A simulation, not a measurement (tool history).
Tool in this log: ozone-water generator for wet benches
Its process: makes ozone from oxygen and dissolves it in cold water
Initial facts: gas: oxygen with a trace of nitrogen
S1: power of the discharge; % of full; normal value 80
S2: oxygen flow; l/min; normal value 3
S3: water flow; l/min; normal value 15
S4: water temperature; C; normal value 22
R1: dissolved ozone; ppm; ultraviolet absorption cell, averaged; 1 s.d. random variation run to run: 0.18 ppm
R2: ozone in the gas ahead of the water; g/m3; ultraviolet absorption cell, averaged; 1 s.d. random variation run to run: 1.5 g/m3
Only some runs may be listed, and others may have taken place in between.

run,hour,S1,S2,S3,S4,R1,R2
1,0,80,3,15,22,21.2,248.2
2,136.5,80,3,15,16,22.3,248.6
3,219.4,80,3,15,16,22.5,243.9
4,326.8,80,3,15,16,22.4,244.7
5,425.9,80,3,15,16,22.2,245
6,573.9,80,3,15,16,21.7,241.9
7,682.2,80,3,15,16,21.9,241.8
8,830.7,80,1.54,15,22,17.5,319.2
# hour 867.4: contactor cleaned
# hour 874.2: water thermometer calibrated
9,909.8,80,1.54,15,22,17.8,319.6
10,1027.9,80,1.54,15,22,17.7,317.7
11,1181.4,80,1.54,15,22,17.7,319
12,1272.1,80,3,15,22,20.1,234.3
13,1419.2,80,3,15,22,20.5,231.5
14,1530.3,80,3,15,22,19.9,232.2
# hour 1630.9: water thermometer calibrated, once more
15,1630.9,88,3,15,22,21.1,244.8
16,1721.1,88,3,15,22,21.1,243.7
17,1847.5,88,3,15,22,20.6,242.7
18,1974.7,88,3,15,22,20.7,242.8
19,2080.6,80,2.01,15,22,17.9,271.6
20,2170,80,2.01,15,22,18,269.6
21,2236.1,80,2.01,15,22,17.9,268.3
22,2359.6,80,2.12,15,18,18.9,261.3
23,2441.4,80,3,15,21,19.5,223.6
24,2532.9,91,3,23,22,14.4,236.6
25,2632.4,91,3,23,22,14.3,238.8
26,2756.9,91,3,23,22,14.5,235.3
27,2834.6,63,2.62,13,15,19.6,203.4
28,2951.1,53,1.66,18,22,11,224
29,3054.9,53,1.66,18,25,10.8,222.6
30,3153.9,49,2.12,18,22,11.2,190.2
31,3290,77,3.61,18,23,15.8,192.4
32,3381.1,80,3,11,22,22.6,214

Forecast each of these 5 alternatives for the next run:
A,3472,57,3,16,22,?,?
B,3472,80,3,13,19,?,?
C,3472,46,3.41,15,29,?,?
D,3472,43,3,15,21,?,?
E,3472,51,2.49,11,14,?,?

run,R1,R2
A,14.6,177.6
B,21,214.1
C,12.3,146.4
D,13,152.2
E,19.2,180.4
Had the tool no hidden state, the same runs would have come out as:
run,R1,R2
A,18.8,223.3
B,28.6,284.5
C,15.3,177.8
D,16,182.7
E,24.3,222.6
